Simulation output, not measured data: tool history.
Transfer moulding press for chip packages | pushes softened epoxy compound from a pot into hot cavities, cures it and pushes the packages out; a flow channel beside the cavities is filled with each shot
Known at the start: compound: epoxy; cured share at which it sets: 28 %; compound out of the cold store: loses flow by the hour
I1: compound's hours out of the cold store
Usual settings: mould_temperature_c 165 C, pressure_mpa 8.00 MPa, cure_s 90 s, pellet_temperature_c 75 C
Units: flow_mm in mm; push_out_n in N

Run 1, day 0.000: usual settings; I1 45.2. Result: flow_mm 635 mm, push_out_n 781 N.
Run 2, day 0.675: usual settings but pellet_temperature_c 78 C; I1 28.8. Result: flow_mm 662 mm, push_out_n 859 N.
Run 3, day 1.579: usual settings; I1 28.7. Result: flow_mm 644 mm, push_out_n 976 N.
Run 4, day 2.125: usual settings; I1 29.6. Result: flow_mm 653 mm, push_out_n 942 N.
At day 2.596: cavities cleaned with cleaning compound and waxed.
Run 5, day 3.021: usual settings; I1 39.9. Result: flow_mm 635 mm, push_out_n 713 N.
At day 3.892: plunger's sealing rings changed.
Run 6, day 4.062: usual settings but cure_s 98 s; I1 21.3. Result: flow_mm 694 mm, push_out_n 738 N.
Run 7, day 4.562: usual settings but cure_s 98 s; I1 23.2. Result: flow_mm 696 mm, push_out_n 742 N.
Run 8, day 5.479: usual settings but cure_s 98 s; I1 9.1. Result: flow_mm 705 mm, push_out_n 823 N.
At day 5.642: mould's thermocouples calibrated.
At day 6.117: cavities cleaned with cleaning compound and waxed.
Run 9, day 6.512: usual settings but cure_s 98 s; I1 33.7. Result: flow_mm 665 mm, push_out_n 599 N.
Run 10, day 7.379: usual settings but pressure_mpa 8.14 MPa; I1 9.1. Result: flow_mm 713 mm, push_out_n 894 N.
Run 11, day 7.900: usual settings; I1 27.8. Result: flow_mm 662 mm, push_out_n 914 N.
Run 12, day 8.512: usual settings but pressure_mpa 7.23 MPa; I1 11.0. Result: flow_mm 670 mm, push_out_n 994 N.
Run 13, day 9.154: usual settings but pellet_temperature_c 74 C; I1 41.1. Result: flow_mm 645 mm, push_out_n 921 N.
At day 9.488: cavities cleaned with cleaning compound and waxed.
Run 14, day 9.917: usual settings but pellet_temperature_c 68 C; I1 29.6. Result: flow_mm 666 mm, push_out_n 760 N.
Run 15, day 10.383: usual settings but mould_temperature_c 162 C, pressure_mpa 8.69 MPa, cure_s 95 s, pellet_temperature_c 71 C; I1 12.0. Result: flow_mm 736 mm, push_out_n 968 N.
At day 10.933: mould's thermocouples calibrated, once more.
Run 16, day 11.058: usual settings but mould_temperature_c 164 C, pressure_mpa 6.87 MPa, cure_s 86 s; I1 26.1. Result: flow_mm 619 mm, push_out_n 1024 N.
Run 17, day 12.004: usual settings but mould_temperature_c 164 C, pressure_mpa 6.87 MPa, cure_s 86 s; I1 36.5. Result: flow_mm 599 mm, push_out_n 1075 N.
Run 18, day 12.629: usual settings but mould_temperature_c 169 C, pressure_mpa 8.37 MPa, cure_s 92 s; I1 14.9. Result: flow_mm 686 mm, push_out_n 747 N.
At day 12.912: cavities cleaned with cleaning compound and waxed.
Run 19, day 13.317: usual settings but cure_s 100 s, pellet_temperature_c 69 C; I1 26.2. Result: flow_mm 669 mm, push_out_n 619 N.
Run 20, day 14.196: usual settings but mould_temperature_c 168 C; I1 26.3. Result: flow_mm 654 mm, push_out_n 716 N.
At day 14.658: plunger's sealing rings changed.
Run 21, day 15.258: usual settings but mould_temperature_c 168 C; I1 47.3. Result: flow_mm 632 mm, push_out_n 713 N.
Run 22, day 16.254: usual settings; I1 18.6. Result: flow_mm 688 mm, push_out_n 973 N.
At day 16.383: cavities cleaned with cleaning compound and waxed.
Run 23, day 17.217: usual settings; I1 10.9. Result: flow_mm 700 mm, push_out_n 800 N.

Run 24 comes next. What will it give?
Run 24, day 17.733: usual settings but mould_temperature_c 158 C; I1 24.9. Result: flow_mm ?, push_out_n ?.

flow_mm: 710 mm
push_out_n: 1538 N
Without the tool's hidden state the same run would have given flow_mm 719 mm, push_out_n 1059 N.
